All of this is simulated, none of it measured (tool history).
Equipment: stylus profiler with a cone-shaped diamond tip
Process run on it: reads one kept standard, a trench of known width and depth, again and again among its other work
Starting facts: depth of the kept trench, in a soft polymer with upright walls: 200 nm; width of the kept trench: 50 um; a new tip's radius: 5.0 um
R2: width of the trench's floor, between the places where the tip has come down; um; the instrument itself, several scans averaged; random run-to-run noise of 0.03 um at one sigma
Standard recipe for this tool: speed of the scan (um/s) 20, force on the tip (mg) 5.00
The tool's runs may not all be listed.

Run 1, hour 0.0: usual settings. Result: depth of the trench (nm) 201.77, R2 46.08 um.
Run 2, hour 52.3: usual settings. Result: depth of the trench (nm) 201.82, R2 46.06 um.
Run 3, hour 132.4: usual settings. Result: depth of the trench (nm) 201.96, R2 46.02 um.
Run 4, hour 186.5: usual settings but speed of the scan (um/s) 55. Result: depth of the trench (nm) 201.73, R2 45.87 um.
Run 5, hour 266.8: usual settings but speed of the scan (um/s) 55. Result: depth of the trench (nm) 201.69, R2 45.78 um.
Run 6, hour 342.7: usual settings. Result: depth of the trench (nm) 201.62, R2 45.87 um.
Run 7, hour 456.6: usual settings. Result: depth of the trench (nm) 201.64, R2 45.86 um.
Run 8, hour 510.5: usual settings. Result: depth of the trench (nm) 201.49, R2 45.76 um.
Run 9, hour 567.7: usual settings. Result: depth of the trench (nm) 201.50, R2 45.79 um.
Run 10, hour 648.1: usual settings. Result: depth of the trench (nm) 201.39, R2 45.73 um.
Run 11, hour 759.1: usual settings. Result: depth of the trench (nm) 201.34, R2 45.72 um.
Run 12, hour 860.5: usual settings. Result: depth of the trench (nm) 201.51, R2 45.66 um.
Run 13, hour 914.7: usual settings but speed of the scan (um/s) 28, force on the tip (mg) 2.55. Result: depth of the trench (nm) 200.54, R2 45.49 um.
At hour 922.7: height scale calibrated on a step standard.
Run 14, hour 979.6: usual settings but speed of the scan (um/s) 78, force on the tip (mg) 7.97. Result: depth of the trench (nm) 201.40, R2 45.46 um.
Run 15, hour 1038.5: usual settings but speed of the scan (um/s) 8. Result: depth of the trench (nm) 200.50, R2 45.59 um.
Run 16, hour 1151.2: usual settings but speed of the scan (um/s) 8. Result: depth of the trench (nm) 200.70, R2 45.50 um.
Run 17, hour 1212.2: usual settings but speed of the scan (um/s) 8. Result: depth of the trench (nm) 200.52, R2 45.51 um.
Run 18, hour 1268.9: usual settings but speed of the scan (um/s) 12. Result: depth of the trench (nm) 200.46, R2 45.43 um.
Run 19, hour 1325.0: usual settings but speed of the scan (um/s) 12. Result: depth of the trench (nm) 200.30, R2 45.38 um.
At hour 1335.5: height scale calibrated on a step standard, once more.
Run 20, hour 1421.9: usual settings but speed of the scan (um/s) 12. Result: depth of the trench (nm) 202.42, R2 45.36 um.

Below are 4 alternative next runs, each starting from the tool's condition after run 20. Predict each:
Run A, hour 1531.0: usual settings but speed of the scan (um/s) 23, force on the tip (mg) 10.12. Result: depth of the trench (nm) ?, R2 ?.
Run B, hour 1531.0: usual settings but speed of the scan (um/s) 17, force on the tip (mg) 8.40. Result: depth of the trench (nm) ?, R2 ?.
Run C, hour 1531.0: usual settings but speed of the scan (um/s) 5, force on the tip (mg) 11.32. Result: depth of the trench (nm) ?, R2 ?.
Run D, hour 1531.0: usual settings but speed of the scan (um/s) 7, force on the tip (mg) 3.93. Result: depth of the trench (nm) ?, R2 ?.

run  depth of the trench (nm)     R2
  A                    203.75  45.28
  B                    203.50  45.32
  C                    204.20  45.34
  D                    201.99  45.27
With the hidden condition removed and each run's random variation left untouched, the same runs would have given:
run  depth of the trench (nm)     R2
  A                    203.76  47.13
  B                    203.51  47.17
  C                    204.20  47.19
  D                    202.00  47.12

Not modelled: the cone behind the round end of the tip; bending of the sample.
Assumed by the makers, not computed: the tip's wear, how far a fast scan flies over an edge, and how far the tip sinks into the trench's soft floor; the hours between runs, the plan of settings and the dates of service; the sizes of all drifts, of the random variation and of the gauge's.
